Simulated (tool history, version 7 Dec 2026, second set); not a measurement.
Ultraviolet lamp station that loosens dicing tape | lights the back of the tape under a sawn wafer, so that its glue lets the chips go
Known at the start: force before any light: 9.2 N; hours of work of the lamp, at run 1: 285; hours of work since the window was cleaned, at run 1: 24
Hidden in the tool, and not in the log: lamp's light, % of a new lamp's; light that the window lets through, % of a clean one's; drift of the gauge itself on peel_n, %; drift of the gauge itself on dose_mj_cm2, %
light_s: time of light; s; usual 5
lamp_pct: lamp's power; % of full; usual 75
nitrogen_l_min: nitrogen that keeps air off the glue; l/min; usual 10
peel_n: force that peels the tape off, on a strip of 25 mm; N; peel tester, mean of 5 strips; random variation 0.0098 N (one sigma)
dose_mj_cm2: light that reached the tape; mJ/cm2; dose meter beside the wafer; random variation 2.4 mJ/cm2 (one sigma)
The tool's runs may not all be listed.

run,hour,light_s,lamp_pct,nitrogen_l_min,hours of work of the lamp,hours of work since the window was cleaned,peel_n,dose_mj_cm2
1,0,5,75,10,285,24,0.488,261
2,12.6,5,75,10,293,33,0.513,256
3,20.6,5,75,10,298,38,0.497,259
4,27.2,5,75,10,302,42,0.499,256
5,36.9,4,75,10,309,49,0.804,207
6,44.9,4,75,10,314,54,0.797,204
7,54.4,4,75,10,320,60,0.804,208
8,62.2,4,75,10,325,65,0.82,201
9,72.8,4,75,10,332,72,0.809,203
10,86.3,5,75,10,341,81,0.49,255
11,100.2,5,71,10,350,90,0.58,241
12,112.7,4,75,10,358,98,0.84,203
13,120.9,5,75,10,364,103,0.517,250
14,133.4,5,75,10,372,112,0.525,250
15,146.1,5,75,10,380,120,0.518,251
16,160.4,7,75,4,390,129,0.553,351
# hour 161.6: window cleaned of glue's vapour
17,174.6,7,75,4,399,8,0.534,350
18,181.3,3,86,12,403,13,1.023,172
19,194.1,5,72,10,411,21,0.601,239
20,206.7,5,72,10,420,29,0.592,237
# hour 215.8: window cleaned of glue's vapour, once more
21,217.4,5,72,10,426,1,0.581,240
22,228.3,5,72,10,433,8,0.597,240
23,240.9,3,64,8,442,16,2.169,124
24,247.8,2,97,4,446,21,3.099,127
25,258.1,5,86,17,453,28,0.286,286
26,267.4,5,65,17,459,34,0.501,209
27,278.3,5,65,17,466,41,0.524,215
28,292.5,5,75,4,475,50,1.115,245
29,300.1,8,86,4,480,55,0.305,450
30,311.4,8,93,3,488,63,0.352,491

Forecast each of these 5 alternatives for the next run:
A,320.5,8,93,20,494,69,?,?
B,320.5,8,84,14,494,69,?,?
C,320.5,7,73,14,494,69,?,?
D,320.5,2,74,16,494,69,?,?
E,320.5,8,70,12,494,69,?,?

run,peel_n,dose_mj_cm2
A,0.169,487
B,0.191,438
C,0.251,332
D,2.386,98
E,0.236,367
Without the tool's hidden state the same runs would have given:
run,peel_n,dose_mj_cm2
A,0.167,552
B,0.182,497
C,0.216,376
D,1.996,111
E,0.207,416
